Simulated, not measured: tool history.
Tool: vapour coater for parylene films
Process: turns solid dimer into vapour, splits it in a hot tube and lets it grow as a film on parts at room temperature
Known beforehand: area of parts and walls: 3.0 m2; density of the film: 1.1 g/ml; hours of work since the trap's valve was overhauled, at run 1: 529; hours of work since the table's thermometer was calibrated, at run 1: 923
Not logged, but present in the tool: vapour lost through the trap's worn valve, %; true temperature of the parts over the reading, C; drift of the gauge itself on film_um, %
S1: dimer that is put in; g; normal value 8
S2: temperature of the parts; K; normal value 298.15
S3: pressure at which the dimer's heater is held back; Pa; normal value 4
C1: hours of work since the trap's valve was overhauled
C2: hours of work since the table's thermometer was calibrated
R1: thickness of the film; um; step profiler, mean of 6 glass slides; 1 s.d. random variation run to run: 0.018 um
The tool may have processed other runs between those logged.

{"run": 1, "day": 0.0, "S1": 8, "S2": 298.15, "S3": 4, "C1": 529, "C2": 923, "R1": 1.75}
{"run": 2, "day": 1.217, "S1": 8, "S2": 298.15, "S3": 4, "C1": 545, "C2": 940, "R1": 1.75}
{"day": 2.004, "done": "trap's valve overhauled"}
{"run": 3, "day": 2.625, "S1": 8, "S2": 298.15, "S3": 4, "C1": 8, "C2": 956, "R1": 1.74}
{"run": 4, "day": 4.088, "S1": 8, "S2": 295.15, "S3": 4, "C1": 28, "C2": 976, "R1": 2.03}
{"run": 5, "day": 5.662, "S1": 8, "S2": 298.15, "S3": 4, "C1": 49, "C2": 997, "R1": 1.74}
{"run": 6, "day": 7.6, "S1": 8, "S2": 298.15, "S3": 4, "C1": 75, "C2": 1023, "R1": 1.76}
{"run": 7, "day": 8.946, "S1": 8, "S2": 298.15, "S3": 4, "C1": 93, "C2": 1041, "R1": 1.74}
{"run": 8, "day": 10.046, "S1": 8, "S2": 298.15, "S3": 4, "C1": 107, "C2": 1055, "R1": 1.75}
{"run": 9, "day": 12.175, "S1": 8, "S2": 298.15, "S3": 4, "C1": 136, "C2": 1084, "R1": 1.75}
{"run": 10, "day": 14.521, "S1": 6, "S2": 298.15, "S3": 4, "C1": 167, "C2": 1115, "R1": 1.32}
{"run": 11, "day": 15.558, "S1": 6, "S2": 298.15, "S3": 4, "C1": 181, "C2": 1129, "R1": 1.27}
{"run": 12, "day": 17.688, "S1": 8, "S2": 293.15, "S3": 4, "C1": 209, "C2": 1157, "R1": 2.18}
{"run": 13, "day": 19.629, "S1": 10, "S2": 298.15, "S3": 11.23, "C1": 235, "C2": 1183, "R1": 1.81}
{"run": 14, "day": 20.767, "S1": 10, "S2": 298.15, "S3": 11.23, "C1": 250, "C2": 1198, "R1": 1.82}
{"run": 15, "day": 22.608, "S1": 10, "S2": 298.15, "S3": 11.23, "C1": 275, "C2": 1223, "R1": 1.82}
{"run": 16, "day": 24.154, "S1": 8, "S2": 298.15, "S3": 2.53, "C1": 296, "C2": 1243, "R1": 1.86}
{"run": 17, "day": 25.196, "S1": 8, "S2": 298.15, "S3": 2.53, "C1": 309, "C2": 1257, "R1": 1.93}
{"run": 18, "day": 26.571, "S1": 7, "S2": 309.15, "S3": 9.23, "C1": 328, "C2": 1276, "R1": 0.83}

What does the tool deliver on the next run?
{"run": 19, "day": 28.096, "S1": 7, "S2": 309.15, "S3": 9.23, "C1": 348, "C2": 1296, "R1": "?"}

{"run 19": {"R1": 0.8}}
On a tool with no hidden condition, and with the same random variation, this run would have come out at R1 0.8 um.

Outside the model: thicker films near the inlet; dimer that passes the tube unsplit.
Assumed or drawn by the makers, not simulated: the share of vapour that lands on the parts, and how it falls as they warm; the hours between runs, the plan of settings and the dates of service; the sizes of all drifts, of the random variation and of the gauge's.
